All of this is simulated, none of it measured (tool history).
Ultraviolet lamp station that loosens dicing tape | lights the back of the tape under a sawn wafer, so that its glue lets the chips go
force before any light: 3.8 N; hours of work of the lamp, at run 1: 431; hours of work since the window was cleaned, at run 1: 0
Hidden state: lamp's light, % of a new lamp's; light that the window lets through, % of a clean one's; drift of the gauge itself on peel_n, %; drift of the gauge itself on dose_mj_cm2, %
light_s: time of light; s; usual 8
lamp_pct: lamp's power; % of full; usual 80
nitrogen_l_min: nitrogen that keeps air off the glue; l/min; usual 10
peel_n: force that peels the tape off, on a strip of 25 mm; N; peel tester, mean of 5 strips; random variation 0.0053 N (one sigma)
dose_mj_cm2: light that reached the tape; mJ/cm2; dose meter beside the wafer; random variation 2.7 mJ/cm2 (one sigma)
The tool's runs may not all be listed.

run,hour,light_s,lamp_pct,nitrogen_l_min,hours of work of the lamp,hours of work since the window was cleaned,peel_n,dose_mj_cm2
1,0,8,80,10,431,0,0.225,333
2,43.1,8,80,10,454,23,0.224,335
3,129.2,8,80,10,501,71,0.232,324
4,169.7,8,80,10,523,93,0.232,318
5,256.4,8,80,10,570,140,0.242,313
6,329.3,8,80,10,610,180,0.249,307
7,415.3,8,80,10,657,227,0.258,292
# hour 440.8: window cleaned of glue's vapour
8,513.5,8,80,10,710,40,0.317,254
9,584.1,8,80,10,749,78,0.326,247
10,657.9,8,80,10,789,118,0.361,241
11,740.3,8,80,10,834,163,0.366,234
12,792.6,8,80,10,863,192,0.383,230
13,868,8,80,9,904,233,0.394,218
# hour 880.5: window cleaned of glue's vapour
14,913.4,8,80,3,928,18,0.435,316
# hour 982.6: window cleaned of glue's vapour, once more
15,1008.7,8,80,14,980,14,0.229,310
16,1080.2,8,80,10,1019,53,0.26,304
17,1169,8,80,11,1067,102,0.244,301
18,1211.4,8,80,11,1090,125,0.248,289
19,1270.8,8,80,11,1123,157,0.247,285
20,1365,8,80,11,1174,209,0.275,275
21,1415.3,8,80,10,1202,236,0.277,270
# hour 1421.8: window cleaned of glue's vapour
22,1516.7,8,80,10,1257,52,0.252,296
23,1589.1,8,80,10,1296,91,0.263,292
24,1638.6,8,84,3,1323,118,0.46,296
25,1681.5,5,82,3,1347,142,0.944,177
26,1767.7,5,89,20,1394,189,0.379,187
27,1814.7,8,61,8,1419,214,0.491,204
# hour 1857.6: window cleaned of glue's vapour
28,1860,8,61,8,1444,1,0.414,225
29,1926.9,7,80,9,1480,38,0.332,250
30,2007,4,61,10,1524,82,1.086,105
31,2071.4,13,61,12,1559,117,0.21,342
32,2134,12,87,17,1593,151,0.185,436
33,2201.1,12,97,6,1630,187,0.195,483
# hour 2292: window cleaned of glue's vapour
34,2296.4,12,90,5,1681,2,0.21,480
# hour 2309.1: lamp changed
35,2389.2,12,73,5,44,53,0.206,473
36,2473.2,8,73,5,90,98,0.34,303
37,2555.8,5,80,4,135,143,0.709,203
38,2640.8,9,67,4,181,190,0.389,297
# hour 2728.6: window cleaned of glue's vapour
39,2728.6,16,66,6,229,0,0.187,570
40,2788,16,66,6,261,32,0.18,557
41,2836.6,10,80,10,287,59,0.192,419
42,2907.5,10,80,10,326,98,0.196,406

The same runs without the tool's hidden state, with the same run-to-run variation:
run,peel_n,dose_mj_cm2
1,0.214,354
2,0.21,360
3,0.212,358
4,0.21,356
5,0.211,361
6,0.212,363
7,0.211,357
8,0.218,358
9,0.214,357
10,0.229,359
11,0.218,360
12,0.22,363
13,0.205,355
14,0.358,359
15,0.209,354
16,0.226,356
17,0.205,362
18,0.205,354
19,0.198,356
20,0.213,357
21,0.205,356
22,0.209,357
23,0.213,360
24,0.32,373
25,0.677,227
26,0.26,247
27,0.314,274
28,0.312,272
29,0.25,310
30,0.801,135
31,0.184,445
32,0.18,580
33,0.178,657
34,0.19,605
35,0.2,493
36,0.306,326
37,0.612,225
38,0.318,338
39,0.186,592
40,0.178,590
41,0.186,450
42,0.188,447

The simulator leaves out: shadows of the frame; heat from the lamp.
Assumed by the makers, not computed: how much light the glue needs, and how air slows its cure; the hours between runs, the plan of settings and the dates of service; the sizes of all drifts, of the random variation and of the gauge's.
